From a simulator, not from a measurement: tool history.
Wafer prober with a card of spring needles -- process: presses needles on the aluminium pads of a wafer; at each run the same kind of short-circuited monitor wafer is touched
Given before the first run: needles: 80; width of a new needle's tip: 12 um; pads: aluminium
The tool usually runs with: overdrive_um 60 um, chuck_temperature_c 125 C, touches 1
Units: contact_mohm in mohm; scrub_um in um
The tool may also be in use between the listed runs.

run   hour  overdrive_um  chuck_temperature_c  touches  contact_mohm  scrub_um
  1    0.0            60                  125        1           269     12.11
       1.6  -- tips cleaned on abrasive film
       8.0  -- tips cleaned on abrasive film
      15.8  -- tips cleaned on abrasive film
      23.7  -- tips cleaned on abrasive film
  2   24.3            60                  125        1           270     12.21
      30.6  -- tips cleaned on abrasive film
      38.4  -- tips cleaned on abrasive film
      46.3  -- tips cleaned on abrasive film
      52.6  -- tips cleaned on abrasive film
      60.4  -- tips cleaned on abrasive film
  3   61.2            60                  125        3           266     12.17
      67.5  -- tips cleaned on abrasive film
      73.8  -- tips cleaned on abrasive film
      81.6  -- tips cleaned on abrasive film
      89.5  -- tips cleaned on abrasive film
  4   92.5            60                  125        3           271     12.00
      97.2  -- tips cleaned on abrasive film
     105.1  -- tips cleaned on abrasive film
     113.0  -- tips cleaned on abrasive film
  5  115.4            60                  125        3           269     12.32
     120.2  -- tips cleaned on abrasive film
     126.5  -- tips cleaned on abrasive film
     134.4  -- tips cleaned on abrasive film
  6  136.3            60                   36        1           241     12.03
     141.1  -- tips cleaned on abrasive film
     148.9  -- tips cleaned on abrasive film
     156.8  -- tips cleaned on abrasive film
     163.6  -- tips cleaned on abrasive film
  7  163.6            60                   36        1           242     12.13
     171.4  -- tips cleaned on abrasive film
     179.3  -- tips cleaned on abrasive film
     187.1  -- tips cleaned on abrasive film
     195.0  -- tips cleaned on abrasive film
  8  200.3            60                   36        2           244     11.94
     201.9  -- tips cleaned on abrasive film
     209.8  -- tips cleaned on abrasive film
     217.7  -- tips cleaned on abrasive film
     225.5  -- tips cleaned on abrasive film
  9  230.2            60                   36        2           246     12.23
     233.4  -- tips cleaned on abrasive film
     239.9  -- height of the first contact set anew
     241.5  -- tips cleaned on abrasive film
     249.4  -- tips cleaned on abrasive film
     255.7  -- tips cleaned on abrasive film
     263.1  -- tips cleaned on abrasive film
 10  263.1            60                   36        2           242     11.90
     271.0  -- tips cleaned on abrasive film
     278.8  -- tips cleaned on abrasive film
     286.7  -- tips cleaned on abrasive film
 11  292.7            60                  125        1           272     12.09
     294.3  -- tips cleaned on abrasive film
     302.2  -- tips cleaned on abrasive film
     310.0  -- tips cleaned on abrasive film
     316.3  -- tips cleaned on abrasive film
 12  318.7            60                  125        1           272     12.20
     323.4  -- tips cleaned on abrasive film
     331.3  -- tips cleaned on abrasive film
     339.2  -- tips cleaned on abrasive film
 13  339.5            41                  125        1           272      8.30
     345.8  -- tips cleaned on abrasive film
     352.1  -- tips cleaned on abrasive film
     360.0  -- tips cleaned on abrasive film
     367.9  -- tips cleaned on abrasive film
     374.2  -- tips cleaned on abrasive film
 14  376.2            41                  125        1           271      8.16
     380.9  -- tips cleaned on abrasive film
     388.8  -- tips cleaned on abrasive film
     395.1  -- tips cleaned on abrasive film
 15  398.4            41                  125        1           266      8.32
     401.6  -- tips cleaned on abrasive film
     407.9  -- tips cleaned on abrasive film
     415.8  -- tips cleaned on abrasive film
     423.6  -- tips cleaned on abrasive film
 16  428.8            52                  125        1           270     10.59
     430.4  -- tips cleaned on abrasive film
     438.3  -- tips cleaned on abrasive film
     444.6  -- tips cleaned on abrasive film
     452.4  -- tips cleaned on abrasive film
     458.7  -- tips cleaned on abrasive film
 17  461.8            60                  125        2           267     12.14
     466.6  -- tips cleaned on abrasive film
     474.4  -- tips cleaned on abrasive film
     482.3  -- tips cleaned on abrasive film
     490.1  -- tips cleaned on abrasive film
 18  493.6            52                   33        1           243     10.36
     496.8  -- tips cleaned on abrasive film
     503.1  -- tips cleaned on abrasive film
     510.9  -- tips cleaned on abrasive film
     518.8  -- tips cleaned on abrasive film
     525.1  -- tips cleaned on abrasive film
 19  530.7            74                   75        1           254     14.99

Run 20 has not been measured yet. What should we expect?
     532.3  -- tips cleaned on abrasive film
     538.6  -- tips cleaned on abrasive film
     546.5  -- tips cleaned on abrasive film
     554.3  -- tips cleaned on abrasive film
     562.2  -- tips cleaned on abrasive film
 20  563.2            44                   57        1             ?         ?

{"run 20": {"contact_mohm": 248, "scrub_um": 8.87}}
Had the tool carried no hidden state, the very same run would have given contact_mohm 247 mohm, scrub_um 8.89 um.
